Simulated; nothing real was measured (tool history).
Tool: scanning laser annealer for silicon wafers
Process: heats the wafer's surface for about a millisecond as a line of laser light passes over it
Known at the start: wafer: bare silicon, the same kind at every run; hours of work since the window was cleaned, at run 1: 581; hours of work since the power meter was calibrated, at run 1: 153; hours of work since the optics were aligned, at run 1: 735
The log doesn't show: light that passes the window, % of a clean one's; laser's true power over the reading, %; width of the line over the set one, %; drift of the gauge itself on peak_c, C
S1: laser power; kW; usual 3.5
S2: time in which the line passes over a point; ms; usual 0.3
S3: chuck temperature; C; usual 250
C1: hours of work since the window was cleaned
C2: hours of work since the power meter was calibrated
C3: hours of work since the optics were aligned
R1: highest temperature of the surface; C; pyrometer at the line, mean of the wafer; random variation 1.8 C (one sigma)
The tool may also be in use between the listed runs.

| run | hour | S1 | S2 | S3 | C1 | C2 | C3 | R1 |
|---|---|---|---|---|---|---|---|---|
| 1 | 0 | 3.5 | 0.3 | 250 | 581 | 153 | 735 | 1039 |
| 2 | 15.1 | 3.5 | 0.3 | 250 | 590 | 161 | 744 | 1037 |
| 3 | 34.3 | 3.5 | 0.3 | 250 | 600 | 172 | 755 | 1042 |
| 4 | 51.4 | 3.5 | 0.3 | 250 | 610 | 182 | 764 | 1040 |
| 5 | 68.9 | 3.5 | 0.238 | 250 | 620 | 192 | 774 | 963 |
| 6 | 82.2 | 3.5 | 0.305 | 250 | 628 | 200 | 782 | 1046 |
| 7 | 99.3 | 3.051 | 0.305 | 250 | 638 | 210 | 792 | 930 |
| 8 | 116.7 | 3.051 | 0.305 | 250 | 648 | 220 | 802 | 932 |
| 9 | 129.6 | 3.521 | 0.305 | 217 | 655 | 227 | 809 | 1015 |
| 10 | 149.1 | 2.987 | 0.307 | 250 | 666 | 238 | 820 | 915 |
| 11 | 163.9 | 3.5 | 0.3 | 261 | 675 | 247 | 829 | 1049 |
| 12 | 179.9 | 3.096 | 0.307 | 224 | 684 | 256 | 838 | 916 |
| 13 | 201.7 | 3.607 | 0.344 | 250 | 697 | 268 | 851 | 1114 |

The next listed run, before its measurement:
| 14 | 219.8 | 3.607 | 0.344 | 250 | 707 | 279 | 861 | ? |

R1: 1116 C
Without the tool's hidden state the same run would have given R1 1162 C.

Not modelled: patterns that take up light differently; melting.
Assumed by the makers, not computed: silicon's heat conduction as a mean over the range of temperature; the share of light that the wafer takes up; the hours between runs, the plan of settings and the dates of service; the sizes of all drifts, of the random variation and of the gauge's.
